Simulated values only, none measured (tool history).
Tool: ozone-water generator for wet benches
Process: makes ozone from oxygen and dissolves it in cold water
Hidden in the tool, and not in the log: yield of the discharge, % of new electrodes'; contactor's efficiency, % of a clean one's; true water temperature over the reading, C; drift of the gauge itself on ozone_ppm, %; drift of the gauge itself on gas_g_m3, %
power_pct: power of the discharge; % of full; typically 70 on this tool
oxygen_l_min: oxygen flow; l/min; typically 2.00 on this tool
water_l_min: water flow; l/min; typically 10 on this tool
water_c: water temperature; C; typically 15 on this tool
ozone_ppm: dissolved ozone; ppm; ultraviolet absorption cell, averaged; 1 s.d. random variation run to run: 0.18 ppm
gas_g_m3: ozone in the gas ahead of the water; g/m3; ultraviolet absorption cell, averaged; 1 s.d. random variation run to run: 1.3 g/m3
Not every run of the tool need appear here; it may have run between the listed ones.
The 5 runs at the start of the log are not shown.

run    hour  power_pct  oxygen_l_min  water_l_min  water_c  hours of work since the electrodes were changed  hours of work since the contactor was cleaned  hours of work since the thermometer was calibrated  ozone_ppm  gas_g_m3
  6   485.2         70          2.00           10       10                                             3393                                           1373                                                 452       22.9     206.9
  7   603.4         70          2.00           10       10                                             3467                                           1446                                                 526       22.7     206.6
  8   711.4         70          2.00           10       10                                             3534                                           1513                                                 593       22.8     205.4
  9   779.2         70          2.00           10       10                                             3576                                           1555                                                 635       22.7     204.2
 10   872.6         70          3.25           10       15                                             3634                                           1613                                                 693       20.2     145.9
 11   990.4         97          3.25           10       15                                             3707                                           1687                                                 766       25.0     182.2
 12  1119.0         70          2.00           10       15                                             3787                                           1766                                                 846       21.0     202.9
 13  1205.4         70          2.00           10       15                                             3841                                           1820                                                 899       21.0     203.2
 14  1339.5         84          2.00           10       15                                             3924                                           1903                                                 983       23.6     231.2
 15  1471.8         60          2.00           10       15                                             4006                                           1985                                                1065       18.5     182.1
 16  1571.5         60          2.00           10       15                                             4068                                           2047                                                1127       18.8     181.5
 17  1630.8         48          1.75           16       14                                             4105                                           2084                                                1163       10.0     169.9
 18  1734.7         48          1.75           16       14                                             4169                                           2149                                                1228       10.0     169.3
 19  1860.8         48          1.32           16       12                                             4247                                           2227                                                1306        9.9     204.4

What does the tool deliver on the next run?
 20  1988.4         48          1.07           16       12                                             4327                                           2306                                                1385          ?         ?

Run 20 came out at ozone_ppm 9.7 ppm, gas_g_m3 236.8 g/m3.
Without the tool's hidden state the same run would have given ozone_ppm 11.7 ppm, gas_g_m3 269.6 g/m3.
